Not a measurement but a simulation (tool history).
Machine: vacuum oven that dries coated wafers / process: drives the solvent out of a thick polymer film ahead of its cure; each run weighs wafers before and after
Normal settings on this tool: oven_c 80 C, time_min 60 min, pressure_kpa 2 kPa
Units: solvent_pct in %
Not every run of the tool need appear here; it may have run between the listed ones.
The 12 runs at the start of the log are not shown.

run	hour	oven_c	time_min	pressure_kpa	solvent_pct
# hour 490.3: vacuum gauge cleaned of residue and calibrated
13	535.2	80	60	5.63	3.39
14	583.4	79	60	2	2.12
15	635.6	79	60	2	2.11
16	674	80	47	1.02	2.21
17	740.5	80	103	1.05	0.82
# hour 775.8: vacuum gauge cleaned of residue and calibrated, once more
18	777.4	79	44	1.24	2.38
19	830.2	80	60	4.8	2.98
20	891.8	80	57	2	2.01
21	959.6	66	57	2.97	5.33
22	1006.2	82	100	4.94	2.22
23	1079.8	82	100	4.94	2.28
24	1131.5	74	60	2	3

For run 25, what comes out?
25	1180.3	74	60	2	?

{"run 25": {"solvent_pct": 2.94}}
With no hidden state in the tool, this same run would have given solvent_pct 2.63 %.
